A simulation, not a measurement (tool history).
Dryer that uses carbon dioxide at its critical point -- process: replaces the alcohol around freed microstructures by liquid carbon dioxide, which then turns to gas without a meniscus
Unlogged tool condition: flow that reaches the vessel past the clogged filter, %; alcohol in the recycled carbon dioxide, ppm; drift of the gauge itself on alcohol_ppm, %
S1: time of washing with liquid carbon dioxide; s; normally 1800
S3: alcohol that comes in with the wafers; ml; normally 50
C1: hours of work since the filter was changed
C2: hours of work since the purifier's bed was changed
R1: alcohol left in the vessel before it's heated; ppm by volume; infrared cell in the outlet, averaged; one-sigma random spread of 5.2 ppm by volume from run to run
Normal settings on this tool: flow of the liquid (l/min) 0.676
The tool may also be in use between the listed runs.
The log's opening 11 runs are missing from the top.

{"run": 12, "hour": 205.4, "S1": 1800, "flow of the liquid (l/min)": 0.676, "S3": 50, "C1": 174, "C2": 165, "R1": 159}
{"run": 13, "hour": 234.0, "S1": 1800, "flow of the liquid (l/min)": 0.676, "S3": 50, "C1": 192, "C2": 183, "R1": 164}
{"run": 14, "hour": 254.6, "S1": 1320, "flow of the liquid (l/min)": 0.676, "S3": 50, "C1": 205, "C2": 196, "R1": 491}
{"run": 15, "hour": 269.7, "S1": 1320, "flow of the liquid (l/min)": 0.676, "S3": 50, "C1": 215, "C2": 205, "R1": 502}
{"run": 16, "hour": 296.9, "S1": 1320, "flow of the liquid (l/min)": 0.676, "S3": 50, "C1": 232, "C2": 223, "R1": 488}
{"run": 17, "hour": 322.8, "S1": 2220, "flow of the liquid (l/min)": 0.963, "S3": 21, "C1": 249, "C2": 239, "R1": 48}
{"run": 18, "hour": 340.1, "S1": 2040, "flow of the liquid (l/min)": 0.676, "S3": 72, "C1": 260, "C2": 250, "R1": 157}
{"run": 19, "hour": 368.6, "S1": 1860, "flow of the liquid (l/min)": 1.131, "S3": 63, "C1": 278, "C2": 268, "R1": 59}
{"run": 20, "hour": 396.9, "S1": 2100, "flow of the liquid (l/min)": 0.579, "S3": 112, "C1": 296, "C2": 286, "R1": 401}
{"run": 21, "hour": 409.6, "S1": 2100, "flow of the liquid (l/min)": 0.579, "S3": 112, "C1": 304, "C2": 294, "R1": 392}
{"run": 22, "hour": 437.8, "S1": 2160, "flow of the liquid (l/min)": 0.696, "S3": 47, "C1": 322, "C2": 312, "R1": 122}
{"run": 23, "hour": 453.5, "S1": 1920, "flow of the liquid (l/min)": 0.674, "S3": 73, "C1": 332, "C2": 322, "R1": 245}

Predict the results of run 24:
{"run": 24, "hour": 469.5, "S1": 1920, "flow of the liquid (l/min)": 0.674, "S3": 73, "C1": 342, "C2": 332, "R1": "?"}

{"run 24": {"R1": 242}}
Without the tool's hidden state the same run would have given R1 96 ppm by volume.
